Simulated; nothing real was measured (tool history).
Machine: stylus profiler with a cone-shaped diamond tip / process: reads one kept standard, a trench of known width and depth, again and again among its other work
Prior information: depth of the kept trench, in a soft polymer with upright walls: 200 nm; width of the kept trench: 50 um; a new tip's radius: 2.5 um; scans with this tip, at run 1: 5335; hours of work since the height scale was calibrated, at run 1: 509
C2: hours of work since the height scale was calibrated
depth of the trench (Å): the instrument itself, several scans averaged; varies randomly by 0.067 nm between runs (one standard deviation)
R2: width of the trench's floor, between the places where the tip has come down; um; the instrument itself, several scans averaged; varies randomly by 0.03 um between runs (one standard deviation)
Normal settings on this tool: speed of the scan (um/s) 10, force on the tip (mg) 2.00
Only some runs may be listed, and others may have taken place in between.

Run 1, hour 0.0: usual settings; scans with this tip 5335; C2 509. Result: depth of the trench (Å) 2018.9, R2 47.60 um.
Run 2, hour 16.7: usual settings but speed of the scan (um/s) 27; scans with this tip 5422; C2 518. Result: depth of the trench (Å) 2018.6, R2 47.51 um.
Run 3, hour 36.6: usual settings but speed of the scan (um/s) 27; scans with this tip 5526; C2 528. Result: depth of the trench (Å) 2019.9, R2 47.45 um.
Run 4, hour 61.7: usual settings but speed of the scan (um/s) 27; scans with this tip 5657; C2 540. Result: depth of the trench (Å) 2020.2, R2 47.50 um.
Run 5, hour 85.7: usual settings but speed of the scan (um/s) 27; scans with this tip 5782; C2 552. Result: depth of the trench (Å) 2019.2, R2 47.45 um.
Run 6, hour 103.7: usual settings but speed of the scan (um/s) 27; scans with this tip 5876; C2 561. Result: depth of the trench (Å) 2020.8, R2 47.50 um.
Run 7, hour 119.6: usual settings but speed of the scan (um/s) 12; scans with this tip 5960; C2 569. Result: depth of the trench (Å) 2019.1, R2 47.49 um.
Run 8, hour 144.5: usual settings but speed of the scan (um/s) 33; scans with this tip 6090; C2 581. Result: depth of the trench (Å) 2019.6, R2 47.42 um.
Run 9, hour 159.3: usual settings but speed of the scan (um/s) 33; scans with this tip 6167; C2 589. Result: depth of the trench (Å) 2019.1, R2 47.39 um.
Run 10, hour 181.3: usual settings but speed of the scan (um/s) 33; scans with this tip 6282; C2 600. Result: depth of the trench (Å) 2019.7, R2 47.42 um.
Run 11, hour 191.9: usual settings but force on the tip (mg) 1.09; scans with this tip 6337; C2 605. Result: depth of the trench (Å) 2015.1, R2 47.51 um.
Run 12, hour 206.9: usual settings but force on the tip (mg) 1.09; scans with this tip 6416; C2 613. Result: depth of the trench (Å) 2016.0, R2 47.43 um.
Run 13, hour 227.5: usual settings but force on the tip (mg) 1.09; scans with this tip 6523; C2 623. Result: depth of the trench (Å) 2015.4, R2 47.48 um.
Run 14, hour 249.5: usual settings but force on the tip (mg) 1.09; scans with this tip 6638; C2 634. Result: depth of the trench (Å) 2016.2, R2 47.42 um.
At hour 252.2: height scale calibrated on a step standard.
Run 15, hour 270.0: usual settings but force on the tip (mg) 1.09; scans with this tip 6743; C2 9. Result: depth of the trench (Å) 2020.3, R2 47.39 um.
Run 16, hour 290.5: usual settings but force on the tip (mg) 2.29; scans with this tip 6850; C2 19. Result: depth of the trench (Å) 2024.9, R2 47.45 um.
Run 17, hour 307.2: usual settings but speed of the scan (um/s) 37; scans with this tip 6937; C2 27. Result: depth of the trench (Å) 2023.3, R2 47.31 um.
Run 18, hour 328.8: usual settings; scans with this tip 7050; C2 38. Result: depth of the trench (Å) 2025.8, R2 47.43 um.
Run 19, hour 349.0: usual settings; scans with this tip 7155; C2 48. Result: depth of the trench (Å) 2025.4, R2 47.41 um.
Run 20, hour 369.9: usual settings; scans with this tip 7265; C2 59. Result: depth of the trench (Å) 2025.4, R2 47.41 um.
Run 21, hour 394.9: usual settings but force on the tip (mg) 3.87; scans with this tip 7395; C2 71. Result: depth of the trench (Å) 2032.7, R2 47.34 um.
At hour 402.6: height scale calibrated on a step standard, once more.
Run 22, hour 416.6: usual settings but force on the tip (mg) 3.87; scans with this tip 7506; C2 7. Result: depth of the trench (Å) 2022.5, R2 47.39 um.
Run 23, hour 427.2: usual settings but force on the tip (mg) 3.87; scans with this tip 7561; C2 12. Result: depth of the trench (Å) 2023.8, R2 47.35 um.
Run 24, hour 442.0: usual settings but speed of the scan (um/s) 34, force on the tip (mg) 0.74; scans with this tip 7639; C2 20. Result: depth of the trench (Å) 2008.8, R2 47.22 um.
Run 25, hour 464.2: usual settings but speed of the scan (um/s) 34, force on the tip (mg) 0.74; scans with this tip 7755; C2 31. Result: depth of the trench (Å) 2008.4, R2 47.25 um.
Run 26, hour 486.1: usual settings but speed of the scan (um/s) 34, force on the tip (mg) 0.74; scans with this tip 7869; C2 42. Result: depth of the trench (Å) 2009.0, R2 47.15 um.
Run 27, hour 504.0: usual settings but speed of the scan (um/s) 34, force on the tip (mg) 0.74; scans with this tip 7962; C2 51. Result: depth of the trench (Å) 2008.6, R2 47.20 um.
Run 28, hour 521.2: usual settings but speed of the scan (um/s) 18, force on the tip (mg) 0.84; scans with this tip 8052; C2 59. Result: depth of the trench (Å) 2010.3, R2 47.26 um.
Run 29, hour 537.2: usual settings but speed of the scan (um/s) 27, force on the tip (mg) 0.69; scans with this tip 8136; C2 67. Result: depth of the trench (Å) 2008.8, R2 47.22 um.
Run 30, hour 554.5: usual settings but speed of the scan (um/s) 6, force on the tip (mg) 0.80; scans with this tip 8227; C2 76. Result: depth of the trench (Å) 2008.2, R2 47.35 um.
Run 31, hour 571.8: usual settings but speed of the scan (um/s) 26, force on the tip (mg) 0.80; scans with this tip 8317; C2 84. Result: depth of the trench (Å) 2010.0, R2 47.20 um.
Run 32, hour 597.0: usual settings but speed of the scan (um/s) 15, force on the tip (mg) 4.49; scans with this tip 8449; C2 97. Result: depth of the trench (Å) 2027.3, R2 47.28 um.
Run 33, hour 613.8: usual settings but speed of the scan (um/s) 20, force on the tip (mg) 0.80; scans with this tip 8536; C2 105. Result: depth of the trench (Å) 2010.1, R2 47.27 um.
Run 34, hour 632.5: usual settings but speed of the scan (um/s) 20, force on the tip (mg) 0.80; scans with this tip 8634; C2 115. Result: depth of the trench (Å) 2009.9, R2 47.19 um.
Run 35, hour 643.7: usual settings but speed of the scan (um/s) 20, force on the tip (mg) 0.80; scans with this tip 8692; C2 120. Result: depth of the trench (Å) 2009.8, R2 47.24 um.
Run 36, hour 665.7: usual settings but speed of the scan (um/s) 17, force on the tip (mg) 0.84; scans with this tip 8807; C2 131. Result: depth of the trench (Å) 2010.2, R2 47.24 um.
Run 37, hour 689.4: usual settings but speed of the scan (um/s) 9, force on the tip (mg) 0.68; scans with this tip 8931; C2 143. Result: depth of the trench (Å) 2009.3, R2 47.28 um.
Run 38, hour 707.8: usual settings but force on the tip (mg) 1.39; scans with this tip 9028; C2 152. Result: depth of the trench (Å) 2013.3, R2 47.28 um.
Run 39, hour 730.5: usual settings but force on the tip (mg) 2.50; scans with this tip 9146; C2 164. Result: depth of the trench (Å) 2018.9, R2 47.29 um.
Run 40, hour 750.1: usual settings but speed of the scan (um/s) 3, force on the tip (mg) 1.86; scans with this tip 9248; C2 173. Result: depth of the trench (Å) 2015.2, R2 47.26 um.
Run 41, hour 771.0: usual settings but speed of the scan (um/s) 4, force on the tip (mg) 0.79; scans with this tip 9358; C2 184. Result: depth of the trench (Å) 2010.2, R2 47.26 um.
Run 42, hour 781.4: usual settings but speed of the scan (um/s) 4, force on the tip (mg) 5.13; scans with this tip 9412; C2 189. Result: depth of the trench (Å) 2029.6, R2 47.26 um.
Run 43, hour 798.8: usual settings but speed of the scan (um/s) 9, force on the tip (mg) 3.88; scans with this tip 9503; C2 198. Result: depth of the trench (Å) 2025.7, R2 47.28 um.
Run 44, hour 818.3: usual settings but speed of the scan (um/s) 4, force on the tip (mg) 4.78; scans with this tip 9605; C2 207. Result: depth of the trench (Å) 2027.7, R2 47.27 um.
Run 45, hour 835.8: usual settings but force on the tip (mg) 1.56; scans with this tip 9696; C2 216. Result: depth of the trench (Å) 2015.3, R2 47.22 um.
Run 46, hour 847.7: usual settings but speed of the scan (um/s) 3; scans with this tip 9758; C2 222. Result: depth of the trench (Å) 2017.4, R2 47.29 um.

Branching from run 46: 4 alternative next runs. What would each branch give?
Run A, hour 870.4: usual settings but speed of the scan (um/s) 30, force on the tip (mg) 2.31; scans with this tip 9877; C2 233. Result: depth of the trench (Å) ?, R2 ?.
Run B, hour 870.4: usual settings but speed of the scan (um/s) 3, force on the tip (mg) 3.01; scans with this tip 9877; C2 233. Result: depth of the trench (Å) ?, R2 ?.
Run C, hour 870.4: usual settings but speed of the scan (um/s) 4, force on the tip (mg) 2.95; scans with this tip 9877; C2 233. Result: depth of the trench (Å) ?, R2 ?.
Run D, hour 870.4: usual settings but speed of the scan (um/s) 3, force on the tip (mg) 1.22; scans with this tip 9877; C2 233. Result: depth of the trench (Å) ?, R2 ?.

run  depth of the trench (Å)     R2
  A                   2018.3  47.13
  B                   2021.2  47.25
  C                   2022.5  47.29
  D                   2013.4  47.28
Without the tool's unlogged condition, the same runs would have read:
run  depth of the trench (Å)     R2
  A                   2015.3  47.91
  B                   2018.2  48.03
  C                   2019.5  48.07
  D                   2010.4  48.06
